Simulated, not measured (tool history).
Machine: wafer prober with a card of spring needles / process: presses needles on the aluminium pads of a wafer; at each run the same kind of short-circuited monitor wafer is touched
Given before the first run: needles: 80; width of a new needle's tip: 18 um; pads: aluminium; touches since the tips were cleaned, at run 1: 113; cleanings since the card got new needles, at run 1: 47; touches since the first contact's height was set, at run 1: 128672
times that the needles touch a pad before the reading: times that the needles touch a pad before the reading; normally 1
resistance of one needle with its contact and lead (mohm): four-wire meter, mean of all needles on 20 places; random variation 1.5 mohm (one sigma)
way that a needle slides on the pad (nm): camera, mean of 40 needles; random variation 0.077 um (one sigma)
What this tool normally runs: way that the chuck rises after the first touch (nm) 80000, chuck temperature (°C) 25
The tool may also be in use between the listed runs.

run	hour	way that the chuck rises after the first touch (nm)	chuck temperature (°C)	times that the needles touch a pad before the reading	touches since the tips were cleaned	cleanings since the card got new needles	touches since the first contact's height was set	resistance of one needle with its contact and lead (mohm)	way that a needle slides on the pad (nm)
1	0.0	80000	25	1	113	47	128672	148	20000
# hour 31.0: tips cleaned on abrasive film
2	59.7	80000	25	1	4948	48	138940	174	19960
# hour 64.7: tips cleaned on abrasive film
# hour 98.2: tips cleaned on abrasive film
3	103.8	80000	25	1	974	50	146512	152	19920
# hour 132.0: tips cleaned on abrasive film
4	158.8	80000	25	1	4616	51	155963	176	19960
# hour 163.8: tips cleaned on abrasive film
# hour 194.2: tips cleaned on abrasive film
# hour 197.2: height of the first contact set anew
5	209.9	80000	25	1	2658	53	2194	166	19680
# hour 227.0: tips cleaned on abrasive film
# hour 258.5: tips cleaned on abrasive film
6	258.5	80000	25	1	0	55	10528	143	19600
# hour 289.9: tips cleaned on abrasive film
7	312.5	80000	25	1	3887	56	19811	174	19580
# hour 320.8: tips cleaned on abrasive film
8	338.8	80000	25	1	3106	57	24330	167	19590
# hour 352.3: tips cleaned on abrasive film
# hour 358.1: height of the first contact set anew, once more
9	379.2	80000	25	1	4571	58	3620	174	20460
# hour 383.2: tips cleaned on abrasive film
# hour 414.6: tips cleaned on abrasive film
10	429.6	80000	25	1	2593	60	12281	169	20280
# hour 446.1: tips cleaned on abrasive film
11	475.7	80000	25	1	5099	61	20195	172	20290
# hour 478.3: tips cleaned on abrasive film
12	508.3	80000	25	1	5156	62	25797	176	20380
# hour 512.6: tips cleaned on abrasive film
# hour 545.2: tips cleaned on abrasive film
13	546.0	84000	42	2	148	64	32268	146	21320
# hour 576.3: tips cleaned on abrasive film
14	598.0	69000	25	1	3735	65	41204	180	17490
# hour 607.0: tips cleaned on abrasive film
15	632.3	99000	93	2	4357	66	47095	161	25160

What does the tool deliver on the next run?
# hour 637.8: tips cleaned on abrasive film
# hour 671.5: tips cleaned on abrasive film
16	681.8	90000	70	1	1778	68	55598	?	?

resistance of one needle with its contact and lead (mohm): 161
way that a needle slides on the pad (nm): 22900
The same run, on a tool lacking any hidden state, would have yielded resistance of one needle with its contact and lead (mohm) 148, way that a needle slides on the pad (nm) 23070.
